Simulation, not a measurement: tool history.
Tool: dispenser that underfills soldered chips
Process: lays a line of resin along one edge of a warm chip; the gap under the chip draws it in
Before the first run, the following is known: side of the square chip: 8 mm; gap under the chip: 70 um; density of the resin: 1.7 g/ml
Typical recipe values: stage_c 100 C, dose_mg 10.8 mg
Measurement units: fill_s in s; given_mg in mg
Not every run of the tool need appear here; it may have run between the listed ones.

| run | day | stage_c | dose_mg | fill_s | given_mg |
|---|---|---|---|---|---|
| 1 | 0.000 | 100 | 10.8 | 26.7 | 10.41 |
|  | 0.104 | new syringe of resin |
| 2 | 0.358 | 108 | 10.8 | 18.9 | 10.40 |
|  | 0.621 | new syringe of resin |
| 3 | 0.733 | 108 | 10.8 | 16.8 | 10.36 |
|  | 1.121 | new syringe of resin |
| 4 | 1.171 | 108 | 10.8 | 15.6 | 10.31 |
|  | 1.612 | new syringe of resin |
| 5 | 1.688 | 100 | 10.8 | 20.6 | 10.24 |
|  | 2.108 | new syringe of resin |
| 6 | 2.175 | 100 | 13.5 | 19.4 | 12.75 |
|  | 2.612 | new syringe of resin |
| 7 | 2.633 | 100 | 13.5 | 18.6 | 12.54 |
|  | 2.879 | dispensing valve cleaned and set on the balance |
| 8 | 2.950 | 105 | 10.8 | 21.0 | 10.76 |
|  | 3.133 | new syringe of resin |
| 9 | 3.379 | 90 | 10.8 | 33.3 | 10.71 |
|  | 3.638 | new syringe of resin |
| 10 | 3.771 | 90 | 10.8 | 29.9 | 10.65 |
|  | 4.117 | new syringe of resin |
| 11 | 4.175 | 112 | 10.8 | 13.1 | 10.60 |
|  | 4.612 | new syringe of resin |
| 12 | 4.629 | 100 | 11.6 | 19.3 | 11.30 |
| 13 | 5.004 | 100 | 11.6 | 26.6 | 11.19 |
|  | 5.112 | new syringe of resin |
| 14 | 5.362 | 100 | 11.4 | 23.7 | 11.02 |
|  | 5.633 | new syringe of resin |
| 15 | 5.796 | 100 | 11.4 | 21.0 | 10.93 |
|  | 6.129 | new syringe of resin |
| 16 | 6.142 | 100 | 11.4 | 18.8 | 10.92 |
| 17 | 6.383 | 100 | 11.4 | 23.8 | 10.87 |
|  | 6.617 | new syringe of resin |
| 18 | 6.638 | 110 | 10.8 | 14.8 | 10.14 |
| 19 | 6.862 | 110 | 10.8 | 18.3 | 10.15 |
|  | 7.112 | new syringe of resin |
| 20 | 7.121 | 100 | 10.9 | 19.6 | 10.23 |
|  | 7.592 | dispensing valve cleaned and set on the balance |
|  | 7.642 | new syringe of resin |
| 21 | 7.642 | 107 | 9.7 | 14.8 | 9.72 |
| 22 | 8.017 | 107 | 9.7 | 21.9 | 9.67 |
|  | 8.129 | new syringe of resin |
| 23 | 8.492 | 92 | 13.7 | 33.9 | 13.60 |
|  | 8.617 | new syringe of resin |
| 24 | 8.842 | 95 | 11.3 | 27.6 | 11.21 |

Estimate the outcome of run 25 from the log above:
|  | 9.121 | new syringe of resin |
| 25 | 9.200 | 96 | 12.6 | ? | ? |

fill_s: 22.5 s
given_mg: 12.29 mg
Take away the tool's hidden state, keep the run-to-run variation as it was, and the same run would have given fill_s 19.8 s, given_mg 12.53 mg.
